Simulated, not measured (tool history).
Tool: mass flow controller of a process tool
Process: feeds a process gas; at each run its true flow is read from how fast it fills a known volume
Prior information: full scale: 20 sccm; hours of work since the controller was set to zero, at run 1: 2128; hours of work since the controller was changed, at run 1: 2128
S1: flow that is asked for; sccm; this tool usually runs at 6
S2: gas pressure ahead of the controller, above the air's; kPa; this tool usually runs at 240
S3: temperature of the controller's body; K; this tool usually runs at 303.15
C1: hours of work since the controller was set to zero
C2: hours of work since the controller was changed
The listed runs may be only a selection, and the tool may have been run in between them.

Run 1, hour 0.0: usual settings; C1 2128; C2 2128. Result: true flow (%) 99.59.
Run 2, hour 186.4: usual settings but S1 12 sccm; C1 2185; C2 2185. Result: true flow (%) 99.68.
Run 3, hour 478.7: usual settings but S1 12 sccm; C1 2274; C2 2274. Result: true flow (%) 99.67.
Run 4, hour 778.3: usual settings but S1 12 sccm, S2 147 kPa; C1 2365; C2 2365. Result: true flow (%) 99.09.
Run 5, hour 1166.5: usual settings but S1 12 sccm, S2 147 kPa; C1 2483; C2 2483. Result: true flow (%) 99.08.
Run 6, hour 1337.7: usual settings but S3 310.15 K; C1 2535; C2 2535. Result: true flow (%) 99.06.
Run 7, hour 1717.9: usual settings but S3 300.15 K; C1 2651; C2 2651. Result: true flow (%) 99.55.
Run 8, hour 2048.1: usual settings but S3 307.15 K; C1 2751; C2 2751. Result: true flow (%) 99.10.
Run 9, hour 2308.8: usual settings but S3 307.15 K; C1 2831; C2 2831. Result: true flow (%) 98.98.
Run 10, hour 2556.8: usual settings; C1 2906; C2 2906. Result: true flow (%) 99.16.
Run 11, hour 2751.1: usual settings; C1 2965; C2 2965. Result: true flow (%) 99.14.
Run 12, hour 2940.6: usual settings; C1 3023; C2 3023. Result: true flow (%) 99.11.
Run 13, hour 3302.6: usual settings; C1 3133; C2 3133. Result: true flow (%) 99.04.
Run 14, hour 3566.2: usual settings; C1 3213; C2 3213. Result: true flow (%) 99.01.
Run 15, hour 3897.0: usual settings; C1 3314; C2 3314. Result: true flow (%) 99.14.
Run 16, hour 4159.1: usual settings but S1 11 sccm; C1 3394; C2 3394. Result: true flow (%) 99.16.
Run 17, hour 4541.1: usual settings; C1 3510; C2 3510. Result: true flow (%) 98.89.
Run 18, hour 4801.7: usual settings; C1 3589; C2 3589. Result: true flow (%) 98.93.
Run 19, hour 5060.7: usual settings; C1 3668; C2 3668. Result: true flow (%) 98.86.
Run 20, hour 5361.9: usual settings but S1 4 sccm; C1 3760; C2 3760. Result: true flow (%) 98.73.
Run 21, hour 5551.5: usual settings but S2 245 kPa; C1 3817; C2 3817. Result: true flow (%) 98.84.
Run 22, hour 5744.1: usual settings; C1 3876; C2 3876. Result: true flow (%) 98.82.
Run 23, hour 5922.5: usual settings; C1 3930; C2 3930. Result: true flow (%) 98.66.
Run 24, hour 6216.9: usual settings; C1 4020; C2 4020. Result: true flow (%) 98.59.
Run 25, hour 6524.2: usual settings but S1 3 sccm, S2 172 kPa, S3 294.15 K; C1 4113; C2 4113. Result: true flow (%) 98.64.
Run 26, hour 6944.8: usual settings but S2 172 kPa, S3 296.15 K; C1 4241; C2 4241. Result: true flow (%) 98.49.
Run 27, hour 7125.3: usual settings but S2 172 kPa, S3 296.15 K; C1 4296; C2 4296. Result: true flow (%) 98.58.
Run 28, hour 7303.1: usual settings but S1 9 sccm, S2 166 kPa, S3 296.15 K; C1 4350; C2 4350. Result: true flow (%) 98.68.
Run 29, hour 7543.9: usual settings but S1 9 sccm, S2 175 kPa; C1 4424; C2 4424. Result: true flow (%) 98.42.
Run 30, hour 7747.3: usual settings but S1 9 sccm, S2 175 kPa; C1 4486; C2 4486. Result: true flow (%) 98.38.
Run 31, hour 8164.2: usual settings but S2 236 kPa, S3 295.15 K; C1 4612; C2 4612. Result: true flow (%) 98.88.
Run 32, hour 8580.1: usual settings but S1 9 sccm, S2 216 kPa; C1 4739; C2 4739. Result: true flow (%) 98.40.
Run 33, hour 8880.4: usual settings but S1 9 sccm, S2 219 kPa; C1 4830; C2 4830. Result: true flow (%) 98.29.
Run 34, hour 9263.0: usual settings but S1 20 sccm, S2 263 kPa; C1 4947; C2 4947. Result: true flow (%) 98.93.
At hour 9426.7: controller's zero set anew.
Run 35, hour 9457.9: usual settings but S1 20 sccm, S2 263 kPa; C1 9; C2 5006. Result: true flow (%) 98.97.
Run 36, hour 9652.1: usual settings but S1 5 sccm, S2 204 kPa, S3 301.15 K; C1 69; C2 5065. Result: true flow (%) 98.25.
Run 37, hour 9878.1: usual settings but S1 5 sccm, S2 204 kPa, S3 309.15 K; C1 137; C2 5134. Result: true flow (%) 97.94.
Run 38, hour 10190.9: usual settings but S1 5 sccm, S2 227 kPa, S3 304.15 K; C1 233; C2 5229. Result: true flow (%) 98.00.
Run 39, hour 10565.3: usual settings but S1 5 sccm, S2 182 kPa, S3 313.15 K; C1 346; C2 5343. Result: true flow (%) 97.49.
Run 40, hour 10928.4: usual settings but S1 5 sccm, S2 182 kPa, S3 313.15 K; C1 457; C2 5454. Result: true flow (%) 97.46.
Run 41, hour 11120.4: usual settings but S1 5 sccm, S2 182 kPa, S3 313.15 K; C1 515; C2 5512. Result: true flow (%) 97.43.
Run 42, hour 11425.5: usual settings but S1 5 sccm, S2 182 kPa, S3 313.15 K; C1 608; C2 5605. Result: true flow (%) 97.35.
Run 43, hour 11602.8: usual settings but S1 5 sccm, S2 182 kPa, S3 313.15 K; C1 662; C2 5659. Result: true flow (%) 97.32.
At hour 11782.5: gauge calibrated.
Run 44, hour 11928.9: usual settings but S1 5 sccm, S2 182 kPa, S3 313.15 K; C1 761; C2 5758. Result: true flow (%) 98.83.
Run 45, hour 12122.7: usual settings but S2 260 kPa, S3 300.15 K; C1 820; C2 5817. Result: true flow (%) 99.64.
Run 46, hour 12421.4: usual settings but S2 260 kPa, S3 300.15 K; C1 911; C2 5908. Result: true flow (%) 99.69.
Run 47, hour 12699.7: usual settings but S3 299.15 K; C1 996; C2 5993. Result: true flow (%) 99.54.
Run 48, hour 13092.4: usual settings but S3 299.15 K; C1 1116; C2 6112. Result: true flow (%) 99.49.

Across each entry between runs, compare the hidden state at the last listed run before it with the hidden state at the first listed run after it:
Run 34 -> run 35: controller's zero set anew (hour 9426.7)
  flow at rest that the sensor doesn't see, % of full scale: -0.005 -> 0; drift of the gauge itself on true_pct, %: -1.19 -> -1.21
  difference, measured minus the result without the unlogged condition, true flow (%): -1.18 -> -1.20
Run 43 -> run 44: gauge calibrated (hour 11782.5)
  drift of the gauge itself on true_pct, %: -1.49 -> -0.02
  difference, measured minus the result without the unlogged condition, true flow (%): -1.46 -> -0.01

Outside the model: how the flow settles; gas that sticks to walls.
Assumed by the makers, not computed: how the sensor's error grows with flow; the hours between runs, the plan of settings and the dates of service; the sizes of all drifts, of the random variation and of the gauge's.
